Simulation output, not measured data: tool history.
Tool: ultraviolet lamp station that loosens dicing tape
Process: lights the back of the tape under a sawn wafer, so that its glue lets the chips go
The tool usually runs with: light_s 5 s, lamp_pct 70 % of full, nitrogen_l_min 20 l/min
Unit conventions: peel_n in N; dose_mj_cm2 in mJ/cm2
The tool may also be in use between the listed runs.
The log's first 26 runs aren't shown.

run	hour	light_s	lamp_pct	nitrogen_l_min	peel_n	dose_mj_cm2
27	1086.5	5	75	29	1.451	412
28	1114.1	5	75	29	1.496	413
29	1155.5	2	75	9	5.943	162
30	1206.8	5	95	25	1.026	519
31	1243.9	3	77	30	3.077	247
32	1275	3	70	34	3.228	221
33	1321.3	3	70	34	3.474	223
34	1363.4	6	98	20	0.796	613
35	1389.5	6	98	20	0.822	615
36	1422.9	6	75	20	1.494	461
37	1467.2	8	70	20	0.926	567
38	1497.7	10	70	20	0.552	713
39	1528.5	10	70	20	0.574	713
40	1575.7	2	97	20	4.302	193
41	1607	4	97	33	1.549	385

Each row is a separate what-if for the run after 41, all from the same tool condition, not one after another. Results?
A	1630.4	5	67	15	?	?
B	1630.4	2	80	18	?	?
C	1630.4	2	100	33	?	?
D	1630.4	4	71	39	?	?
E	1630.4	9	97	29	?	?

run	peel_n	dose_mj_cm2
A	2.725	333
B	4.957	162
C	3.7	198
D	2.404	285
E	0.234	864
With the hidden condition removed and each run's random variation left untouched, the same runs would have given:
run	peel_n	dose_mj_cm2
A	1.573	484
B	3.725	234
C	2.41	287
D	1.291	414
E	0.091	1259
